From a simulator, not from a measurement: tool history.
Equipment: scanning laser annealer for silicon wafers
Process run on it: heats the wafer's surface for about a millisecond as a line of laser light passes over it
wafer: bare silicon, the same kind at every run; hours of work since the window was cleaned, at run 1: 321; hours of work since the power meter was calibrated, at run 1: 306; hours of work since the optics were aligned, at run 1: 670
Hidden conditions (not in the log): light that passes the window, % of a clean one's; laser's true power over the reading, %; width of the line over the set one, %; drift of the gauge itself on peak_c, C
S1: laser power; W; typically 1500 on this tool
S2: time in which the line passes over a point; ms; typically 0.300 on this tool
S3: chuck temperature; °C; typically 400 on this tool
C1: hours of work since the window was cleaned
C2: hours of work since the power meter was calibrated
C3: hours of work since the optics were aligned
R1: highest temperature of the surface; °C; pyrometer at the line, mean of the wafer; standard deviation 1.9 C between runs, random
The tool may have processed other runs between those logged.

run	hour	S1	S2	S3	C1	C2	C3	R1
1	0.0	1500	0.300	400	321	306	670	1052
2	17.6	1500	0.300	400	334	318	682	1051
3	37.0	1500	0.300	413	348	332	696	1064
4	55.7	1500	0.300	406	361	345	710	1055
5	68.6	1500	0.300	406	370	355	719	1049
# hour 77.3: window over the wafer cleaned
# hour 85.1: optics aligned, line set to its width
6	85.7	1500	0.300	406	2	362	0	1114
7	105.0	1500	0.300	400	16	376	14	1109
8	118.8	1500	0.300	400	26	386	24	1106
9	137.7	1500	0.300	400	40	399	38	1104
10	148.5	1500	0.300	400	47	407	45	1104
11	156.7	1500	0.300	400	53	413	51	1102
12	170.8	1357	0.300	437	63	423	61	1066
13	179.4	1357	0.300	437	69	429	67	1059
14	190.0	1333	0.297	400	77	436	75	1010

What if the next run were any one of these 5? Each begins from the tool's condition after run 14:
A	208.3	1520	0.214	384	90	450	88	?
B	208.3	1322	0.238	400	90	450	88	?
C	208.3	1499	0.275	396	90	450	88	?
D	208.3	1333	0.318	400	90	450	88	?
E	208.3	1333	0.224	386	90	450	88	?

run	R1
A	968
B	930
C	1058
D	1030
E	901
Stripped of hidden state, with their random variation kept, the same runs would have yielded:
run	R1
A	982
B	944
C	1075
D	1046
E	914
